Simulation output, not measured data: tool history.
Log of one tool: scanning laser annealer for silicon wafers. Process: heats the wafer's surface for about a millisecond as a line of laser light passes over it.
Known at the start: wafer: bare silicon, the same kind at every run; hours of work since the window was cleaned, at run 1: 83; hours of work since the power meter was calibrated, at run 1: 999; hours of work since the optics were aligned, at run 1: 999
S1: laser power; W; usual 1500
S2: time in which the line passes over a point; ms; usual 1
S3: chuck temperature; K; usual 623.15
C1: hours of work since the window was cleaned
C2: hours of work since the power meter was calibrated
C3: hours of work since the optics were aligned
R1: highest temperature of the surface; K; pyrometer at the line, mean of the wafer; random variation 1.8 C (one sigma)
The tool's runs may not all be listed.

run,day,S1,S2,S3,C1,C2,C3,R1
1,0,1500,1,623.15,83,999,999,1318.15
2,3.371,1500,1,623.15,146,1062,1062,1312.15
3,5.512,1500,1,623.15,186,1102,1102,1310.15
4,7.388,1500,1,623.15,221,1137,1137,1307.15
# day 8.721: optics aligned, line set to its width
5,10.438,1500,1,623.15,274,1190,32,1302.15
6,12.546,1500,0.83,623.15,314,1229,71,1242.15
7,15.221,1500,1,623.15,364,1279,121,1297.15
8,18.583,1500,1,623.15,427,1342,184,1294.15
9,20.629,1500,1,623.15,465,1381,223,1292.15
# day 22.975: optics aligned, line set to its width, once more
10,24.488,1500,1,623.15,533,1449,28,1298.15
11,26.35,1500,1,623.15,568,1484,63,1296.15
12,27.912,1322,1,639.15,597,1513,92,1212.15
13,31.167,1322,1,639.15,658,1574,153,1209.15
14,33.75,1569,1,623.15,706,1622,201,1326.15
15,35.575,1569,1,623.15,740,1656,236,1324.15
16,38.288,1281,0.82,623.15,791,1707,286,1111.15
17,41.879,1349,0.88,623.15,858,1774,353,1165.15
# day 44.242: window over the wafer cleaned
18,45.046,1351,0.88,595.15,15,1832,411,1173.15
19,46.725,1292,0.91,623.15,46,1863,443,1179.15
20,49.883,1434,0.91,652.15,105,1922,502,1280.15
21,53.162,1626,1,623.15,167,1983,563,1385.15

Forecast each of these 4 alternatives for the next run:
A,56.292,1626,1.1,652.15,225,2042,621,?
B,56.292,1500,1.09,623.15,225,2042,621,?
C,56.292,1626,1,593.15,225,2042,621,?
D,56.292,1433,0.98,652.15,225,2042,621,?

run,R1
A,1449.15
B,1337.15
C,1349.15
D,1295.15
Without the tool's hidden state the same runs would have given:
run,R1
A,1485.15
B,1369.15
C,1383.15
D,1324.15
